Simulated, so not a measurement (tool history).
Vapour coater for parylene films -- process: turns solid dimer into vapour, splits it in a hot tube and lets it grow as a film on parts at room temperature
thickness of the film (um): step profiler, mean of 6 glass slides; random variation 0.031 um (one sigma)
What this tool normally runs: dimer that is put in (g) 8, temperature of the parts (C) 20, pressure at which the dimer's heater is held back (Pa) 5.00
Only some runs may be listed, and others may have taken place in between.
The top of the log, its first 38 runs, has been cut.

run	hour	dimer that is put in (g)	temperature of the parts (C)	pressure at which the dimer's heater is held back (Pa)	hours of work since the trap's valve was overhauled	hours of work since the table's thermometer was calibrated	thickness of the film (um)
39	809.0	8	26	4.75	87	209	4.33
40	827.4	4	16	5.00	102	223	3.33
41	845.3	10	23	5.12	115	237	6.11
42	859.3	10	23	5.12	126	248	6.14
43	890.9	10	23	5.12	151	272	6.08
44	904.2	10	23	5.12	161	283	6.03
45	921.0	4	20	2.65	174	296	2.91
46	944.0	4	20	2.65	192	314	2.90
47	975.8	4	27	5.96	216	338	1.97

3 options for the next run, each taken on its own from the tool as it stands now. Forecast them:
A	998.1	4	27	9.51	234	356	?
B	998.1	8	20	9.87	234	356	?
C	998.1	9	29	2.38	234	356	?

run	thickness of the film (um)
A	1.92
B	5.23
C	4.43
What these runs would have given with no unlogged condition in the tool:
run	thickness of the film (um)
A	2.00
B	5.45
C	4.61
